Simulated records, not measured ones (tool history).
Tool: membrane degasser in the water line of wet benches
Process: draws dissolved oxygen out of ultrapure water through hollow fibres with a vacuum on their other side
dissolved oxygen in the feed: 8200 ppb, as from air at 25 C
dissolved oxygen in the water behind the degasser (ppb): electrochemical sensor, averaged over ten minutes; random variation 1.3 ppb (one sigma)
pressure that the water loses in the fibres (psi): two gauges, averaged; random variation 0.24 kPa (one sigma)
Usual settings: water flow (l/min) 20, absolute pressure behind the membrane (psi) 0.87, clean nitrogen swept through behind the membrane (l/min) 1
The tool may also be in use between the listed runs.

| run | hour | water flow (l/min) | absolute pressure behind the membrane (psi) | clean nitrogen swept through behind the membrane (l/min) | dissolved oxygen in the water behind the degasser (ppb) | pressure that the water loses in the fibres (psi) |
|---|---|---|---|---|---|---|
| 1 | 0 | 20 | 0.87 | 1 | 139.6 | 9.095 |
| 2 | 29.1 | 20 | 2.057 | 1 | 474.1 | 9.059 |
| 3 | 54.9 | 20 | 2.057 | 1 | 489 | 9.121 |
| 4 | 94 | 20 | 2.057 | 1 | 480 | 9.095 |
| 5 | 121.5 | 20 | 2.057 | 1 | 480 | 9.098 |
| 6 | 180.1 | 20 | 0.785 | 1 | 114.7 | 9.15 |
| 7 | 205.4 | 20 | 0.785 | 1 | 116.5 | 9.005 |
| 8 | 249.1 | 20 | 0.785 | 1 | 116 | 9.069 |
| 9 | 299.2 | 20 | 0.785 | 1 | 115.5 | 9.082 |
| 10 | 345.7 | 20 | 0.87 | 0.76 | 179.7 | 9.168 |
| 11 | 382.8 | 20 | 0.937 | 1 | 165.2 | 9.2 |
| 12 | 438.9 | 20 | 0.937 | 0.82 | 189.9 | 9.043 |
| 13 | 492.3 | 20 | 0.87 | 0.98 | 144.7 | 9.174 |
| 14 | 519.1 | 20 | 0.87 | 0.98 | 147.8 | 9.078 |
| 15 | 559.9 | 20 | 0.87 | 0.98 | 146.5 | 9.152 |
| 16 | 603.8 | 20 | 0.87 | 1 | 145.6 | 9.188 |
| 17 | 658.7 | 20 | 0.759 | 0.46 | 200.5 | 9.124 |
| 18 | 705.6 | 20 | 0.87 | 0.93 | 154.8 | 9.105 |
| 19 | 755.7 | 24 | 0.576 | 0.46 | 126 | 10.998 |
| 20 | 781 | 24 | 0.576 | 0.46 | 126 | 10.982 |
| 21 | 821.5 | 20 | 0.595 | 1 | 61.8 | 9.188 |
| 22 | 850.6 | 20 | 1.41 | 0.42 | 603.6 | 9.227 |

Forecast run 23:
| 23 | 889.9 | 20 | 1.41 | 0.42 | ? | ? |

Run 23 gave dissolved oxygen in the water behind the degasser (ppb) 606.7, pressure that the water loses in the fibres (psi) 9.184.
Without the tool's hidden state the same run would have given dissolved oxygen in the water behind the degasser (ppb) 578.4, pressure that the water loses in the fibres (psi) 9.029.
